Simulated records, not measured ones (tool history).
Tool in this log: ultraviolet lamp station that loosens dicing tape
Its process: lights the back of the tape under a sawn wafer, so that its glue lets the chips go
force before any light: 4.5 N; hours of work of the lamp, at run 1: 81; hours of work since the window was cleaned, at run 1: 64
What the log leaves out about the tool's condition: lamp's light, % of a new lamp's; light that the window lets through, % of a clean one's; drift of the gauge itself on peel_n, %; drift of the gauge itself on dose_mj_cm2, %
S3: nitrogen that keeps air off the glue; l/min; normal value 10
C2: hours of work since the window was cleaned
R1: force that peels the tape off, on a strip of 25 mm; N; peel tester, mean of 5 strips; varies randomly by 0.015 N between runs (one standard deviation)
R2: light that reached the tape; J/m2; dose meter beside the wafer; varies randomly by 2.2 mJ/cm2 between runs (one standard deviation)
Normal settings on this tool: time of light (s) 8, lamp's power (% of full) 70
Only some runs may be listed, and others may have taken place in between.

Run 1, hour 0.0: usual settings; hours of work of the lamp 81; C2 64. Result: R1 0.792 N, R2 1850 J/m2.
Run 2, hour 11.9: usual settings; hours of work of the lamp 88; C2 72. Result: R1 0.795 N, R2 1840 J/m2.
Run 3, hour 23.5: usual settings but time of light (s) 6; hours of work of the lamp 96; C2 79. Result: R1 1.147 N, R2 1400 J/m2.
Run 4, hour 42.9: usual settings; hours of work of the lamp 108; C2 91. Result: R1 0.810 N, R2 1840 J/m2.
Run 5, hour 64.2: usual settings; hours of work of the lamp 121; C2 105. Result: R1 0.795 N, R2 1800 J/m2.
Run 6, hour 78.8: usual settings; hours of work of the lamp 131; C2 114. Result: R1 0.810 N, R2 1780 J/m2.
Run 7, hour 106.5: usual settings; hours of work of the lamp 148; C2 131. Result: R1 0.853 N, R2 1800 J/m2.
Run 8, hour 130.8: usual settings; hours of work of the lamp 164; C2 147. Result: R1 0.850 N, R2 1790 J/m2.
Run 9, hour 154.8: usual settings; hours of work of the lamp 179; C2 162. Result: R1 0.821 N, R2 1770 J/m2.
Run 10, hour 179.3: usual settings; hours of work of the lamp 194; C2 178. Result: R1 0.854 N, R2 1740 J/m2.
Run 11, hour 191.1: usual settings; hours of work of the lamp 202; C2 185. Result: R1 0.868 N, R2 1730 J/m2.
Run 12, hour 218.9: usual settings; hours of work of the lamp 219; C2 203. Result: R1 0.854 N, R2 1720 J/m2.
Run 13, hour 246.0: usual settings but S3 9 l/min; hours of work of the lamp 237; C2 220. Result: R1 0.953 N, R2 1740 J/m2.
Run 14, hour 268.0: usual settings; hours of work of the lamp 251; C2 234. Result: R1 0.884 N, R2 1690 J/m2.
Run 15, hour 293.7: usual settings but S3 7 l/min; hours of work of the lamp 267; C2 250. Result: R1 1.094 N, R2 1690 J/m2.
Run 16, hour 310.5: usual settings but lamp's power (% of full) 61, S3 6 l/min; hours of work of the lamp 277; C2 261. Result: R1 1.417 N, R2 1460 J/m2.
Run 17, hour 330.0: usual settings but lamp's power (% of full) 77; hours of work of the lamp 290; C2 273. Result: R1 0.775 N, R2 1840 J/m2.
Run 18, hour 358.0: usual settings but lamp's power (% of full) 77; hours of work of the lamp 308; C2 291. Result: R1 0.818 N, R2 1780 J/m2.
Run 19, hour 383.6: usual settings but time of light (s) 13; hours of work of the lamp 324; C2 307. Result: R1 0.432 N, R2 2630 J/m2.
Run 20, hour 405.9: usual settings but lamp's power (% of full) 85; hours of work of the lamp 338; C2 321. Result: R1 0.715 N, R2 1960 J/m2.
Run 21, hour 431.4: usual settings but lamp's power (% of full) 85; hours of work of the lamp 354; C2 337. Result: R1 0.722 N, R2 1940 J/m2.
Run 22, hour 457.9: usual settings but S3 5 l/min; hours of work of the lamp 371; C2 354. Result: R1 1.378 N, R2 1580 J/m2.
Run 23, hour 475.7: usual settings but time of light (s) 4, lamp's power (% of full) 63; hours of work of the lamp 382; C2 365. Result: R1 2.188 N, R2 730 J/m2.
Run 24, hour 489.7: usual settings but lamp's power (% of full) 68, S3 5 l/min; hours of work of the lamp 391; C2 374. Result: R1 1.394 N, R2 1560 J/m2.
Run 25, hour 510.1: usual settings but lamp's power (% of full) 68, S3 5 l/min; hours of work of the lamp 404; C2 387. Result: R1 1.474 N, R2 1510 J/m2.
Run 26, hour 523.5: usual settings but lamp's power (% of full) 68, S3 12 l/min; hours of work of the lamp 412; C2 396. Result: R1 0.946 N, R2 1510 J/m2.
Run 27, hour 535.7: usual settings but time of light (s) 6, lamp's power (% of full) 72, S3 15 l/min; hours of work of the lamp 420; C2 403. Result: R1 1.214 N, R2 1220 J/m2.
Run 28, hour 561.1: usual settings but time of light (s) 6, lamp's power (% of full) 72, S3 5 l/min; hours of work of the lamp 436; C2 419. Result: R1 1.826 N, R2 1210 J/m2.

Each row is a separate what-if for the run after 28, all from the same tool condition, not one after another. Results?
Run A, hour 581.2: usual settings but time of light (s) 4, lamp's power (% of full) 74; hours of work of the lamp 449; C2 432. Result: R1 ?, R2 ?.
Run B, hour 581.2: usual settings but time of light (s) 9, S3 5 l/min; hours of work of the lamp 449; C2 432. Result: R1 ?, R2 ?.
Run C, hour 581.2: usual settings but time of light (s) 9, lamp's power (% of full) 72, S3 9 l/min; hours of work of the lamp 449; C2 432. Result: R1 ?, R2 ?.

run     R1    R2
  A  2.007   800
  B  1.296  1730
  C  0.925  1750
What these runs would have given with no unlogged condition in the tool:
run     R1    R2
  A  1.614  1030
  B  0.939  2210
  C  0.633  2250
